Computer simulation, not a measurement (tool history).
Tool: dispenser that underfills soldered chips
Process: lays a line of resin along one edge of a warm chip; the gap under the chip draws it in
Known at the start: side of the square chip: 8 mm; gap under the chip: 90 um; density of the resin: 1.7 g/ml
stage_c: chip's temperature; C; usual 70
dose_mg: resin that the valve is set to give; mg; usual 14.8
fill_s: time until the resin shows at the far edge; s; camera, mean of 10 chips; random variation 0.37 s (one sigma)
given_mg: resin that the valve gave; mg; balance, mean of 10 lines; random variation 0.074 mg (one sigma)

run  hour  stage_c  dose_mg  fill_s  given_mg
  1     0       70     14.8    25.3     14.52
  2   2.6       70     14.8    27.5      14.5
      3.9  -- new syringe of resin
  3   6.7       70     14.8    24.5     14.62
  4  12.2       70     14.8    27.9      14.5
       13  -- new syringe of resin
  5  15.1       70     16.2    24.3     15.76
  6  17.9       70     14.8      26     14.54
     21.7  -- new syringe of resin
  7  23.3       70     14.8    23.8      14.3
  8  28.8       70     14.8      27     14.39
     30.4  -- new syringe of resin
  9  34.5       70     14.8    25.4     14.37
 10  38.2       70     16.5    27.1     15.97

Run 11 comes next. What will it give?
     39.2  -- new syringe of resin
 11  43.5       57     17.3       ?         ?

Run 11 gave fill_s 43.3 s, given_mg 16.67 mg.
Without the tool's hidden state the same run would have given fill_s 37.4 s, given_mg 17.21 mg.
